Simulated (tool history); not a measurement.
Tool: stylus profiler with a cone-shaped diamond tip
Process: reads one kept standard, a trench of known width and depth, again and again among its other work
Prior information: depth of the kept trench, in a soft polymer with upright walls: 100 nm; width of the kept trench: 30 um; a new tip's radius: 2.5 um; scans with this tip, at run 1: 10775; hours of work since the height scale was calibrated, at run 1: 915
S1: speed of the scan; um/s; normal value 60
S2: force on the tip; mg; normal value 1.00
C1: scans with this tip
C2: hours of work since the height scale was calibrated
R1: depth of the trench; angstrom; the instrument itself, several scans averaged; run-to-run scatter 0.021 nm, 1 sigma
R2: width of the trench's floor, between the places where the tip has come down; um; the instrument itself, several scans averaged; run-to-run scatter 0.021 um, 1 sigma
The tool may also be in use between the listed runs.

{"run": 1, "hour": 0.0, "S1": 60, "S2": 1.0, "C1": 10775, "C2": 915, "R1": 1002.8, "R2": 27.9}
{"run": 2, "hour": 120.7, "S1": 60, "S2": 1.0, "C1": 11643, "C2": 989, "R1": 1002.7, "R2": 27.85}
{"run": 3, "hour": 222.7, "S1": 60, "S2": 2.93, "C1": 12376, "C2": 1051, "R1": 1008.9, "R2": 28.02}
{"run": 4, "hour": 348.1, "S1": 60, "S2": 2.93, "C1": 13278, "C2": 1128, "R1": 1008.2, "R2": 27.97}
{"hour": 433.5, "done": "new tip fitted, height scale calibrated"}
{"run": 5, "hour": 476.8, "S1": 60, "S2": 2.93, "C1": 311, "C2": 26, "R1": 1012.2, "R2": 28.38}
{"run": 6, "hour": 573.0, "S1": 60, "S2": 1.0, "C1": 1003, "C2": 85, "R1": 1005.5, "R2": 28.21}
{"run": 7, "hour": 678.2, "S1": 60, "S2": 1.0, "C1": 1759, "C2": 149, "R1": 1005.2, "R2": 28.23}
{"run": 8, "hour": 736.9, "S1": 60, "S2": 1.0, "C1": 2182, "C2": 185, "R1": 1005.3, "R2": 28.22}
{"run": 9, "hour": 810.2, "S1": 60, "S2": 1.0, "C1": 2708, "C2": 230, "R1": 1004.9, "R2": 28.19}
{"run": 10, "hour": 936.0, "S1": 60, "S2": 0.49, "C1": 3613, "C2": 307, "R1": 1003.0, "R2": 27.98}
{"run": 11, "hour": 1030.1, "S1": 60, "S2": 1.09, "C1": 4290, "C2": 364, "R1": 1004.9, "R2": 28.09}
{"run": 12, "hour": 1113.5, "S1": 60, "S2": 0.51, "C1": 4889, "C2": 415, "R1": 1002.4, "R2": 28.0}
{"run": 13, "hour": 1178.1, "S1": 60, "S2": 1.0, "C1": 5354, "C2": 455, "R1": 1004.4, "R2": 28.04}
{"run": 14, "hour": 1269.6, "S1": 60, "S2": 1.0, "C1": 6012, "C2": 511, "R1": 1004.2, "R2": 28.05}
{"run": 15, "hour": 1366.0, "S1": 60, "S2": 1.42, "C1": 6705, "C2": 569, "R1": 1005.8, "R2": 28.11}
{"run": 16, "hour": 1437.8, "S1": 60, "S2": 1.0, "C1": 7221, "C2": 613, "R1": 1003.9, "R2": 28.05}
{"run": 17, "hour": 1565.4, "S1": 60, "S2": 1.0, "C1": 8139, "C2": 691, "R1": 1003.7, "R2": 28.03}
{"run": 18, "hour": 1691.0, "S1": 60, "S2": 1.0, "C1": 9043, "C2": 768, "R1": 1003.5, "R2": 28.02}
{"run": 19, "hour": 1753.2, "S1": 60, "S2": 1.0, "C1": 9489, "C2": 806, "R1": 1003.2, "R2": 27.94}
{"run": 20, "hour": 1861.1, "S1": 22, "S2": 1.0, "C1": 10266, "C2": 872, "R1": 1003.0, "R2": 28.2}
{"run": 21, "hour": 1932.5, "S1": 60, "S2": 1.0, "C1": 10779, "C2": 915, "R1": 1003.0, "R2": 27.93}
{"run": 22, "hour": 2023.7, "S1": 60, "S2": 1.0, "C1": 11435, "C2": 971, "R1": 1003.0, "R2": 27.91}
{"run": 23, "hour": 2105.1, "S1": 60, "S2": 1.27, "C1": 12020, "C2": 1021, "R1": 1003.2, "R2": 27.94}
{"run": 24, "hour": 2230.0, "S1": 60, "S2": 2.88, "C1": 12918, "C2": 1097, "R1": 1008.4, "R2": 28.02}
{"run": 25, "hour": 2316.8, "S1": 60, "S2": 2.88, "C1": 13543, "C2": 1150, "R1": 1008.5, "R2": 28.01}
{"hour": 2364.3, "done": "new tip fitted, height scale calibrated"}
{"run": 26, "hour": 2412.8, "S1": 60, "S2": 2.88, "C1": 348, "C2": 30, "R1": 1012.1, "R2": 28.34}
{"run": 27, "hour": 2482.8, "S1": 110, "S2": 1.11, "C1": 851, "C2": 72, "R1": 1006.6, "R2": 27.89}
{"run": 28, "hour": 2602.2, "S1": 18, "S2": 1.91, "C1": 1710, "C2": 145, "R1": 1009.2, "R2": 28.47}
{"run": 29, "hour": 2687.7, "S1": 19, "S2": 0.64, "C1": 2325, "C2": 197, "R1": 1004.6, "R2": 28.37}
{"run": 30, "hour": 2799.1, "S1": 23, "S2": 0.63, "C1": 3126, "C2": 266, "R1": 1003.8, "R2": 28.34}
{"run": 31, "hour": 2870.7, "S1": 99, "S2": 1.87, "C1": 3641, "C2": 309, "R1": 1008.4, "R2": 28.02}
{"run": 32, "hour": 2925.1, "S1": 64, "S2": 0.35, "C1": 4032, "C2": 342, "R1": 1002.2, "R2": 27.82}
{"run": 33, "hour": 3012.8, "S1": 127, "S2": 2.49, "C1": 4662, "C2": 396, "R1": 1009.8, "R2": 27.95}
{"run": 34, "hour": 3083.0, "S1": 127, "S2": 2.49, "C1": 5168, "C2": 439, "R1": 1010.1, "R2": 27.95}
{"run": 35, "hour": 3199.1, "S1": 127, "S2": 2.49, "C1": 6003, "C2": 510, "R1": 1009.5, "R2": 27.89}
{"run": 36, "hour": 3323.4, "S1": 82, "S2": 1.0, "C1": 6896, "C2": 586, "R1": 1004.7, "R2": 27.9}
{"run": 37, "hour": 3439.1, "S1": 82, "S2": 1.0, "C1": 7728, "C2": 656, "R1": 1004.3, "R2": 27.83}
{"run": 38, "hour": 3564.0, "S1": 165, "S2": 2.16, "C1": 8627, "C2": 733, "R1": 1007.8, "R2": 27.69}
{"run": 39, "hour": 3660.8, "S1": 227, "S2": 0.37, "C1": 9322, "C2": 792, "R1": 1001.1, "R2": 26.03}
{"run": 40, "hour": 3720.6, "S1": 44, "S2": 1.41, "C1": 9753, "C2": 828, "R1": 1005.7, "R2": 28.05}
{"run": 41, "hour": 3814.4, "S1": 44, "S2": 1.41, "C1": 10427, "C2": 886, "R1": 1005.3, "R2": 28.07}
{"run": 42, "hour": 3926.5, "S1": 198, "S2": 1.5, "C1": 11233, "C2": 954, "R1": 1005.4, "R2": 27.29}
{"run": 43, "hour": 4012.2, "S1": 198, "S2": 1.5, "C1": 11849, "C2": 1006, "R1": 1004.9, "R2": 27.28}
{"run": 44, "hour": 4132.0, "S1": 24, "S2": 1.5, "C1": 12711, "C2": 1080, "R1": 1004.7, "R2": 28.11}
{"run": 45, "hour": 4201.5, "S1": 227, "S2": 1.6, "C1": 13210, "C2": 1122, "R1": 1004.7, "R2": 27.12}

Predict each of these 4 candidate next runs independently; none follows another, all start after run 45:
{"run": "A", "hour": 4282.0, "S1": 187, "S2": 1.85, "C1": 13790, "C2": 1171, "R1": "?", "R2": "?"}
{"run": "B", "hour": 4282.0, "S1": 227, "S2": 0.83, "C1": 13790, "C2": 1171, "R1": "?", "R2": "?"}
{"run": "C", "hour": 4282.0, "S1": 42, "S2": 1.47, "C1": 13790, "C2": 1171, "R1": "?", "R2": "?"}
{"run": "D", "hour": 4282.0, "S1": 48, "S2": 0.73, "C1": 13790, "C2": 1171, "R1": "?", "R2": "?"}

run=A R1=1005.8 R2=27.41
run=B R1=1001.7 R2=26.69
run=C R1=1004.7 R2=27.97
run=D R1=1001.6 R2=27.80
Stripped of hidden state, with their random variation kept, the same runs would have yielded:
run=A R1=1009.2 R2=27.82
run=B R1=1005.1 R2=27.10
run=C R1=1008.1 R2=28.38
run=D R1=1005.0 R2=28.22

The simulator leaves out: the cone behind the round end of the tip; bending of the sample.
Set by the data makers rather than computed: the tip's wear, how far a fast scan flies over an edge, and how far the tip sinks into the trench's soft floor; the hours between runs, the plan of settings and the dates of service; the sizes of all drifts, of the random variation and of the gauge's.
